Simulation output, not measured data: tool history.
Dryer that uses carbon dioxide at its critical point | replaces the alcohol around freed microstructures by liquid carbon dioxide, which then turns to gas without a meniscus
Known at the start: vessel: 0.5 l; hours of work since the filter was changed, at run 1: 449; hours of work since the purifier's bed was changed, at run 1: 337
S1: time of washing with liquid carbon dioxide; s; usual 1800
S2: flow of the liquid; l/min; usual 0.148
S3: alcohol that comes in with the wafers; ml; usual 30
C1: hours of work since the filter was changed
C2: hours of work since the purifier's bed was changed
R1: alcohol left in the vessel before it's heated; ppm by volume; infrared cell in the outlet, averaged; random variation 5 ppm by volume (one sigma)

{"run": 1, "hour": 0.0, "S1": 1800, "S2": 0.148, "S3": 30, "C1": 449, "C2": 337, "R1": 82}
{"run": 2, "hour": 33.2, "S1": 1800, "S2": 0.148, "S3": 30, "C1": 470, "C2": 358, "R1": 64}
{"run": 3, "hour": 54.4, "S1": 1800, "S2": 0.212, "S3": 30, "C1": 484, "C2": 371, "R1": 47}
{"run": 4, "hour": 90.7, "S1": 1800, "S2": 0.19, "S3": 30, "C1": 507, "C2": 395, "R1": 56}
{"run": 5, "hour": 130.5, "S1": 1140, "S2": 0.148, "S3": 30, "C1": 533, "C2": 420, "R1": 510}
{"hour": 145.7, "done": "inlet filter changed"}
{"run": 6, "hour": 160.2, "S1": 1800, "S2": 0.148, "S3": 30, "C1": 9, "C2": 439, "R1": 64}
{"run": 7, "hour": 201.0, "S1": 1800, "S2": 0.148, "S3": 92, "C1": 35, "C2": 465, "R1": 95}
{"run": 8, "hour": 227.6, "S1": 1800, "S2": 0.148, "S3": 92, "C1": 52, "C2": 482, "R1": 90}
{"run": 9, "hour": 247.2, "S1": 1800, "S2": 0.148, "S3": 92, "C1": 65, "C2": 494, "R1": 87}
{"run": 10, "hour": 290.4, "S1": 1800, "S2": 0.168, "S3": 30, "C1": 93, "C2": 522, "R1": 66}
{"run": 11, "hour": 335.3, "S1": 1800, "S2": 0.148, "S3": 30, "C1": 121, "C2": 551, "R1": 81}
{"run": 12, "hour": 361.9, "S1": 1800, "S2": 0.148, "S3": 30, "C1": 138, "C2": 568, "R1": 78}
{"run": 13, "hour": 398.2, "S1": 1800, "S2": 0.148, "S3": 30, "C1": 162, "C2": 591, "R1": 74}
{"run": 14, "hour": 443.9, "S1": 1800, "S2": 0.148, "S3": 30, "C1": 191, "C2": 620, "R1": 86}
{"run": 15, "hour": 486.9, "S1": 1800, "S2": 0.148, "S3": 30, "C1": 218, "C2": 647, "R1": 81}
{"run": 16, "hour": 521.9, "S1": 1800, "S2": 0.148, "S3": 30, "C1": 241, "C2": 670, "R1": 81}
{"run": 17, "hour": 567.4, "S1": 1800, "S2": 0.148, "S3": 30, "C1": 270, "C2": 699, "R1": 91}
{"run": 18, "hour": 591.8, "S1": 1800, "S2": 0.148, "S3": 30, "C1": 285, "C2": 715, "R1": 93}
{"run": 19, "hour": 616.3, "S1": 1800, "S2": 0.148, "S3": 30, "C1": 301, "C2": 730, "R1": 97}
{"run": 20, "hour": 634.8, "S1": 1800, "S2": 0.25, "S3": 30, "C1": 313, "C2": 742, "R1": 86}
{"run": 21, "hour": 675.8, "S1": 1800, "S2": 0.153, "S3": 30, "C1": 339, "C2": 768, "R1": 105}
{"run": 22, "hour": 703.8, "S1": 1800, "S2": 0.153, "S3": 30, "C1": 357, "C2": 786, "R1": 93}
{"run": 23, "hour": 743.2, "S1": 1440, "S2": 0.121, "S3": 52, "C1": 382, "C2": 811, "R1": 592}
{"run": 24, "hour": 787.8, "S1": 1440, "S2": 0.189, "S3": 88, "C1": 411, "C2": 840, "R1": 155}
{"run": 25, "hour": 815.2, "S1": 2520, "S2": 0.097, "S3": 22, "C1": 428, "C2": 858, "R1": 110}
{"run": 26, "hour": 855.7, "S1": 2520, "S2": 0.097, "S3": 22, "C1": 454, "C2": 883, "R1": 126}
{"run": 27, "hour": 888.6, "S1": 2460, "S2": 0.2, "S3": 30, "C1": 475, "C2": 904, "R1": 88}
{"run": 28, "hour": 926.0, "S1": 1620, "S2": 0.212, "S3": 24, "C1": 499, "C2": 928, "R1": 97}
{"run": 29, "hour": 953.9, "S1": 1620, "S2": 0.212, "S3": 24, "C1": 517, "C2": 946, "R1": 99}
{"run": 30, "hour": 975.3, "S1": 1620, "S2": 0.212, "S3": 24, "C1": 531, "C2": 960, "R1": 117}
{"hour": 991.8, "done": "inlet filter changed"}
{"run": 31, "hour": 1003.4, "S1": 1620, "S2": 0.212, "S3": 24, "C1": 7, "C2": 977, "R1": 102}
{"run": 32, "hour": 1037.9, "S1": 1620, "S2": 0.212, "S3": 24, "C1": 29, "C2": 999, "R1": 108}
{"run": 33, "hour": 1077.6, "S1": 1620, "S2": 0.212, "S3": 24, "C1": 55, "C2": 1025, "R1": 105}
{"run": 34, "hour": 1102.6, "S1": 1620, "S2": 0.212, "S3": 24, "C1": 71, "C2": 1041, "R1": 103}
{"run": 35, "hour": 1147.9, "S1": 1140, "S2": 0.161, "S3": 37, "C1": 100, "C2": 1070, "R1": 340}
{"run": 36, "hour": 1185.0, "S1": 1140, "S2": 0.161, "S3": 37, "C1": 124, "C2": 1093, "R1": 350}
{"run": 37, "hour": 1224.1, "S1": 1140, "S2": 0.161, "S3": 37, "C1": 149, "C2": 1118, "R1": 361}
{"run": 38, "hour": 1255.6, "S1": 1680, "S2": 0.149, "S3": 30, "C1": 169, "C2": 1139, "R1": 137}
{"run": 39, "hour": 1293.1, "S1": 1800, "S2": 0.148, "S3": 90, "C1": 193, "C2": 1163, "R1": 171}
{"run": 40, "hour": 1312.4, "S1": 2280, "S2": 0.148, "S3": 27, "C1": 205, "C2": 1175, "R1": 117}
{"hour": 1343.1, "done": "purifier's bed changed"}
{"run": 41, "hour": 1356.7, "S1": 2100, "S2": 0.148, "S3": 30, "C1": 231, "C2": 9, "R1": 9}
{"run": 42, "hour": 1376.2, "S1": 2100, "S2": 0.148, "S3": 30, "C1": 244, "C2": 21, "R1": 16}
{"run": 43, "hour": 1416.0, "S1": 2520, "S2": 0.148, "S3": 48, "C1": 269, "C2": 47, "R1": 9}

Some steps in R1 between neighbouring runs. How much of each would the tool show without its hidden state too (settings, what came in, random variation), and how much is left for the hidden state, with any gauge scatter that isn't in both results?
The hidden state here: flow that reaches the vessel past the clogged filter, %; alcohol in the recycled carbon dioxide, ppm; drift of the gauge itself on alcohol_ppm, %.
Run 4 -> 5: S1 1800 -> 1140, S2 0.190 -> 0.148. R1 +454 ppm by volume: hidden state +203, all else +251.
Run 5 -> 6: S1 1140 -> 1800, inlet filter changed. R1 -446 ppm by volume: hidden state -201, all else -245.
Run 22 -> 23: S1 1800 -> 1440, S2 0.153 -> 0.121, S3 30 -> 52. R1 +499 ppm by volume: hidden state +165, all else +334.
